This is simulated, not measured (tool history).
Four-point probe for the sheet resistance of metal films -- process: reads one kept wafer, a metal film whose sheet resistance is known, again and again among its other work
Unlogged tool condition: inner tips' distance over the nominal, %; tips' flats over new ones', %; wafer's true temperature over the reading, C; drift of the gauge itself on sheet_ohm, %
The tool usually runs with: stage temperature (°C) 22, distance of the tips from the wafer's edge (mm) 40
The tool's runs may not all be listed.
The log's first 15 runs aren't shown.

run   hour  stage temperature (°C)  distance of the tips from the wafer's edge (mm)  touches since the probe head was changed  hours of work since the stage's thermometer was calibrated  sheet resistance as the instrument gives it (ohm/square)
 16  254.1                      22                                               40                                     15371                                                         666                                                 16.500624
 17  272.8                      22                                               40                                     16558                                                         680                                                 16.501922
 18  287.9                      22                                               37                                     17517                                                         692                                                 16.502981
 19  303.6                      22                                               37                                     18513                                                         704                                                 16.502971
 20  315.1                      22                                               37                                     19248                                                         713                                                 16.503091
 21  331.0                      23                                                4                                     20261                                                         726                                                 16.642597
 22  352.6                      25                                               15                                     21634                                                         742                                                 16.509821
 23  372.9                      23                                               18                                     22924                                                         758                                                 16.509147
 24  394.7                      23                                               18                                     24310                                                         775                                                 16.507307
 25  415.4                      23                                               18                                     25625                                                         791                                                 16.509865
 26  437.2                      23                                               18                                     27010                                                         808                                                 16.504761
 27  456.7                      19                                               12                                     28251                                                         823                                                 16.514689
 28  472.9                      23                                                6                                     29279                                                         836                                                 16.563566
 29  485.5                      23                                                6                                     30081                                                         846                                                 16.561306
 30  498.0                      23                                                6                                     30878                                                         856                                                 16.562256
 31  514.4                      24                                               19                                     31924                                                         868                                                 16.506457
 32  538.0                      24                                               19                                     33423                                                         887                                                 16.503146
 33  557.6                      20                                                3                                     34668                                                         902                                                 16.743855
 34  579.4                      20                                                3                                     36052                                                         919                                                 16.747458
 35  595.0                      18                                               13                                     37048                                                         931                                                 16.515420
 36  610.9                      18                                               13                                     38057                                                         943                                                 16.506289
 37  628.9                      18                                               13                                     39204                                                         957                                                 16.516079
 38  644.3                      18                                               13                                     40182                                                         969                                                 16.517615
 39  665.0                      28                                                5                                     41498                                                         985                                                 16.588722
 40  687.1                      28                                                5                                     42906                                                        1003                                                 16.592591

Alternative continuations, all from the tool just after run 40; predict every row:
  A  707.5                      28                                               24                                     44202                                                        1019                                                         ?
  B  707.5                      22                                               43                                     44202                                                        1019                                                         ?
  C  707.5                      34                                                7                                     44202                                                        1019                                                         ?
  D  707.5                      28                                                6                                     44202                                                        1019                                                         ?
  E  707.5                      25                                               15                                     44202                                                        1019                                                         ?

run  sheet resistance as the instrument gives it (ohm/square)
  A                                                 16.505816
  B                                                 16.502721
  C                                                 16.546049
  D                                                 16.559925
  E                                                 16.510550
The same runs, with their run-to-run variation unchanged, on a tool lacking any hidden condition would have given:
run  sheet resistance as the instrument gives it (ohm/square)
  A                                                 16.504136
  B                                                 16.501038
  C                                                 16.544369
  D                                                 16.558240
  E                                                 16.508868
